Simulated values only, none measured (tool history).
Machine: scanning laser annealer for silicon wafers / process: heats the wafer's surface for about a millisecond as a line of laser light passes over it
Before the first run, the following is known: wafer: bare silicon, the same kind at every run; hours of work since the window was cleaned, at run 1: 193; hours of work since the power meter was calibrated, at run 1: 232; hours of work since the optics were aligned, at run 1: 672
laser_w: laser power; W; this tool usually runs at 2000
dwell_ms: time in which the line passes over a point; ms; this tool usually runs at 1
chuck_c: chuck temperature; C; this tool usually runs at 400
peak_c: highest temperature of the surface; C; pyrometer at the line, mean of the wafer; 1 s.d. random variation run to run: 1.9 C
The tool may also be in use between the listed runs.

run   hour  laser_w  dwell_ms  chuck_c  hours of work since the window was cleaned  hours of work since the power meter was calibrated  hours of work since the optics were aligned  peak_c
  1      0     2000         1      400                                         193                                                 232                                          672    1133
  2   14.4     2081         1      400                                         203                                                 242                                          682    1168
  3   41.2     2081      1.01      400                                         221                                                 260                                          700    1170
  4   55.8     2081      1.01      400                                         231                                                 270                                          710    1172
  5   69.6     2000         1      400                                         241                                                 280                                          720    1132
  6     94     2000         1      400                                         258                                                 297                                          737    1131
  7  119.2     2000         1      400                                         276                                                 314                                          755    1128
  8  141.7     2000         1      400                                         291                                                 330                                          770    1129
  9  162.9     2000         1      400                                         306                                                 345                                          785    1125
 10  181.3     2000         1      400                                         319                                                 358                                          798    1126
 11  207.6     2021         1      400                                         337                                                 376                                          816    1134
 12  224.6     2021         1      400                                         349                                                 388                                          828    1131
 13  246.3     2021         1      400                                         364                                                 403                                          843    1131
     260.5  -- optics aligned, line set to its width
 14  271.6     2000      0.75      400                                         378                                                 417                                            8    1020
 15  287.7     2000      0.75      400                                         389                                                 428                                           19    1018
 16  303.1     2000      1.12      400                                         400                                                 439                                           30    1185
 17  323.2     2000      1.12      400                                         414                                                 453                                           44    1183
 18  350.9     2000         1      400                                         433                                                 472                                           63    1135
 19  365.6     2000         1      400                                         443                                                 482                                           73    1133
 20    386     2000         1      400                                         457                                                 496                                           87    1134
 21  398.8     2000         1      400                                         466                                                 505                                           96    1130
 22  416.8     2000         1      400                                         479                                                 518                                          109    1132
 23  428.4     2000         1      400                                         487                                                 526                                          117    1129
 24  443.3     2160         1      400                                         497                                                 536                                          127    1199
 25  465.7     1972      0.86      440                                         513                                                 552                                          143    1092
 26  481.7     2112      1.11      409                                         524                                                 563                                          154    1233
 27  505.4     2000      1.03      403                                         540                                                 579                                          170    1141
 28  523.8     1760      1.03      403                                         553                                                 592                                          183    1043
 29  547.8     1760      1.03      403                                         570                                                 609                                          200    1042
 30  561.4     1760      1.03      403                                         579                                                 618                                          209    1039
 31  572.8     1760      1.23      371                                         587                                                 626                                          217    1077
 32  586.1     2000      1.13      414                                         596                                                 635                                          226    1191
 33  608.5     2194      1.13      423                                         612                                                 651                                          242    1289
 34  630.1     1713      1.14      435                                         627                                                 666                                          257    1091
 35  654.2     1792      0.93      364                                         644                                                 683                                          274     969
 36  671.4     1930      0.79      425                                         656                                                 695                                          286    1027
 37    691     1990      1.06      400                                         669                                                 708                                          299    1142
 38  704.4     2000      0.91      400                                         679                                                 718                                          309    1077
 39  729.9     1824      1.18      400                                         696                                                 735                                          326    1113
 40  741.2     2031      0.88      393                                         704                                                 743                                          334    1064
 41  754.6     2031      0.88      393                                         714                                                 753                                          343    1069

Below, each run's measurement less what the same run would have read without the hidden state. Both values contain the same run-to-run variation, but the gauge's scatter may not be the same in both:
Hidden state present: light that passes the window, % of a clean one's; laser's true power over the reading, %; width of the line over the set one, %; drift of the gauge itself on peak_c, C.
run  peak_c
  1     -21
  2     -22
  3     -23
  4     -24
  5     -23
  6     -24
  7     -25
  8     -26
  9     -27
 10     -28
 11     -30
 12     -30
 13     -30
 14     -15
 15     -15
 16     -20
 17     -22
 18     -21
 19     -21
 20     -23
 21     -23
 22     -24
 23     -25
 24     -27
 25     -23
 26     -30
 27     -28
 28     -25
 29     -25
 30     -26
 31     -29
 32     -33
 33     -37
 34     -29
 35     -28
 36     -28
 37     -35
 38     -33
 39     -36
 40     -34
 41     -35
